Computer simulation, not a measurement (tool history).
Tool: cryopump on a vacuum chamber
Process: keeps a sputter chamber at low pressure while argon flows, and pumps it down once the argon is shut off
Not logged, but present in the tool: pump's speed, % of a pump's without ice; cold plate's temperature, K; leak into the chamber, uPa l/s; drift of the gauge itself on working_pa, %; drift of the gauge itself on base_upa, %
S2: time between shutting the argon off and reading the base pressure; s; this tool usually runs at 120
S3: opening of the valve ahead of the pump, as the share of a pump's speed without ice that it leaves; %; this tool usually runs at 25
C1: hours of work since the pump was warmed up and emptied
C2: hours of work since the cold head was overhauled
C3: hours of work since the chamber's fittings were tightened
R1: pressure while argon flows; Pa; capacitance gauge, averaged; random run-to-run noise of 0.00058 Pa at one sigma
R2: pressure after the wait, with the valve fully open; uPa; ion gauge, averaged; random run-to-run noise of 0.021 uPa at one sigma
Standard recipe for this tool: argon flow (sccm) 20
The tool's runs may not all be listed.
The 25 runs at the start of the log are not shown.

run 26 hour=446.4 | argon_flow_(sccm)=13 S2=90 S3=24 | C1=187 C2=613 C3=1058 | R1=0.0505 R2=0.86
run 27 hour=466.8 | argon_flow_(sccm)=10 S2=202 S3=24 | C1=197 C2=622 C3=1068 | R1=0.0393 R2=0.78
run 28 hour=489.2 | argon_flow_(sccm)=24 S2=27 S3=30 | C1=207 C2=633 C3=1078 | R1=0.0763 R2=1.56
run 29 hour=499.4 | argon_flow_(sccm)=17 S2=57 S3=45 | C1=212 C2=637 C3=1083 | R1=0.0372 R2=1.08
run 30 hour=523.8 | argon_flow_(sccm)=17 S2=57 S3=45 | C1=223 C2=649 C3=1095 | R1=0.0387 R2=1.08
run 31 hour=546.4 | argon_flow_(sccm)=17 S2=57 S3=45 | C1=234 C2=660 C3=1105 | R1=0.038 R2=1.11
run 32 hour=566.8 | argon_flow_(sccm)=20 S2=34 S3=32 | C1=243 C2=669 C3=1115 | R1=0.0614 R2=1.39
run 33 hour=590.9 | argon_flow_(sccm)=37 S2=198 S3=39 | C1=255 C2=680 C3=1126 | R1=0.0952 R2=0.82
run 34 hour=602.3 | argon_flow_(sccm)=25 S2=198 S3=39 | C1=260 C2=686 C3=1131 | R1=0.0631 R2=0.81

Branching from run 34: 4 alternative next runs. What would each branch give?
run A hour=623.8 | argon_flow_(sccm)=20 S2=48 S3=34 | C1=270 C2=696 C3=1142 | R1=? R2=?
run B hour=623.8 | argon_flow_(sccm)=25 S2=23 S3=39 | C1=270 C2=696 C3=1142 | R1=? R2=?
run C hour=623.8 | argon_flow_(sccm)=24 S2=129 S3=43 | C1=270 C2=696 C3=1142 | R1=? R2=?
run D hour=623.8 | argon_flow_(sccm)=20 S2=120 S3=16 | C1=270 C2=696 C3=1142 | R1=? R2=?

run=A R1=0.0582 R2=1.17
run=B R1=0.0646 R2=1.73
run=C R1=0.0568 R2=0.95
run=D R1=0.1175 R2=0.89
Had the tool no hidden state, the same runs would have come out as:
run=A R1=0.0527 R2=0.6
run=B R1=0.0577 R2=1.16
run=C R1=0.0502 R2=0.37
run=D R1=0.1119 R2=0.32
